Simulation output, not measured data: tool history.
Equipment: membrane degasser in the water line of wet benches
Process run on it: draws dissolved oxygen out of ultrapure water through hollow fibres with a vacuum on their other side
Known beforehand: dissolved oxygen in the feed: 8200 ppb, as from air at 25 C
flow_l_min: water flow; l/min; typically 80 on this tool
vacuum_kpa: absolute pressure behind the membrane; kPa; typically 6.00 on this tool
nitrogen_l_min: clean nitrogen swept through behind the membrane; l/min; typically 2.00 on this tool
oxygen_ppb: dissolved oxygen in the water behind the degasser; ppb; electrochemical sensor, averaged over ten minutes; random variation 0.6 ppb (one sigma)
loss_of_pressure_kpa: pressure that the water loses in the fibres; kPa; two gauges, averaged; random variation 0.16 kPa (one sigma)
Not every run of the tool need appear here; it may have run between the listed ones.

{"run": 1, "hour": 0.0, "flow_l_min": 80, "vacuum_kpa": 6.0, "nitrogen_l_min": 2.0, "oxygen_ppb": 241.7, "loss_of_pressure_kpa": 63.59}
{"run": 2, "hour": 43.2, "flow_l_min": 80, "vacuum_kpa": 6.0, "nitrogen_l_min": 2.0, "oxygen_ppb": 239.4, "loss_of_pressure_kpa": 63.86}
{"run": 3, "hour": 89.4, "flow_l_min": 80, "vacuum_kpa": 6.0, "nitrogen_l_min": 2.0, "oxygen_ppb": 240.3, "loss_of_pressure_kpa": 63.7}
{"run": 4, "hour": 141.1, "flow_l_min": 80, "vacuum_kpa": 6.0, "nitrogen_l_min": 2.0, "oxygen_ppb": 239.2, "loss_of_pressure_kpa": 63.85}
{"hour": 145.0, "done": "vacuum gauge calibrated"}
{"run": 5, "hour": 193.8, "flow_l_min": 80, "vacuum_kpa": 6.0, "nitrogen_l_min": 2.0, "oxygen_ppb": 240.9, "loss_of_pressure_kpa": 63.86}
{"run": 6, "hour": 241.8, "flow_l_min": 69, "vacuum_kpa": 8.13, "nitrogen_l_min": 3.19, "oxygen_ppb": 242.6, "loss_of_pressure_kpa": 54.95}
{"run": 7, "hour": 280.0, "flow_l_min": 69, "vacuum_kpa": 10.03, "nitrogen_l_min": 1.55, "oxygen_ppb": 581.5, "loss_of_pressure_kpa": 55.0}
{"run": 8, "hour": 318.2, "flow_l_min": 55, "vacuum_kpa": 9.12, "nitrogen_l_min": 4.94, "oxygen_ppb": 158.4, "loss_of_pressure_kpa": 43.75}
{"run": 9, "hour": 355.3, "flow_l_min": 98, "vacuum_kpa": 6.22, "nitrogen_l_min": 2.2, "oxygen_ppb": 287.9, "loss_of_pressure_kpa": 78.31}
{"run": 10, "hour": 386.4, "flow_l_min": 98, "vacuum_kpa": 6.22, "nitrogen_l_min": 2.2, "oxygen_ppb": 286.5, "loss_of_pressure_kpa": 78.12}

Some steps in oxygen_ppb, run to run, broken into two amounts with sign: the step expected even without the hidden condition (settings, incoming material, random variation), and the rest, left for the hidden condition together with whatever gauge scatter is not in both the measured and the hidden-condition-free result:
Hidden state present: membrane still open, %; true pressure behind the membrane over the reading, kPa; air that leaks in behind the membrane, l/min; drift of the gauge itself on oxygen_ppb, %; drift of the gauge itself on loss_of_pressure_kpa, %.
Run 7 -> 8: flow_l_min 69 -> 55, vacuum_kpa 10.03 -> 9.12, nitrogen_l_min 1.55 -> 4.94. oxygen_ppb -423.1 ppb: hidden state -10.2, all else -412.9.
Run 8 -> 9: flow_l_min 55 -> 98, vacuum_kpa 9.12 -> 6.22, nitrogen_l_min 4.94 -> 2.20. oxygen_ppb +129.5 ppb: hidden state +11.7, all else +117.8.
